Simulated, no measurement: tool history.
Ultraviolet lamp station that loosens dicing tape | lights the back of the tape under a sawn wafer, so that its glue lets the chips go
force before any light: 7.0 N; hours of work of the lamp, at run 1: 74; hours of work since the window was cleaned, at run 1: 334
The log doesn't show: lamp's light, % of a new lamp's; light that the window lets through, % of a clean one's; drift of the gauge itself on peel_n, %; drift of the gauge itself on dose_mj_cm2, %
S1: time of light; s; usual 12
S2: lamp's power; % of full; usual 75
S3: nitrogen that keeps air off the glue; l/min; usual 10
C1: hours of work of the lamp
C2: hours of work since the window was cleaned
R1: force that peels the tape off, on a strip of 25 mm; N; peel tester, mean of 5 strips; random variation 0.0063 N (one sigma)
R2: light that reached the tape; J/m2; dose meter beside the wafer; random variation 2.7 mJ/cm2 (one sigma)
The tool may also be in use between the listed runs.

run	hour	S1	S2	S3	C1	C2	R1	R2
1	0.0	12	75	10	74	334	0.182	3470
2	9.8	12	75	10	82	342	0.183	3510
3	19.5	12	75	10	90	349	0.191	3490
4	27.9	12	75	7	96	356	0.275	3470
5	34.6	12	75	7	102	361	0.260	3500
6	41.7	11	66	7	107	367	0.446	2800
7	51.6	8	80	7	115	375	0.596	2480
8	62.1	7	91	8	124	383	0.539	2470
9	71.9	12	94	12	132	391	0.115	4380
10	84.1	12	94	12	141	401	0.119	4350

5 ways to go on from here, each from the tool as it stands after run 10. What would each give?
A	96.2	15	95	6	151	411	?	?
B	96.2	20	75	4	151	411	?	?
C	96.2	7	82	3	151	411	?	?
D	96.2	12	73	18	151	411	?	?
E	96.2	18	70	15	151	411	?	?

run	R1	R2
A	0.116	5530
B	0.146	5780
C	1.365	2240
D	0.137	3390
E	0.100	4940
Without the tool's hidden state the same runs would have given:
run	R1	R2
A	0.116	5530
B	0.145	5790
C	1.363	2240
D	0.136	3390
E	0.100	4940
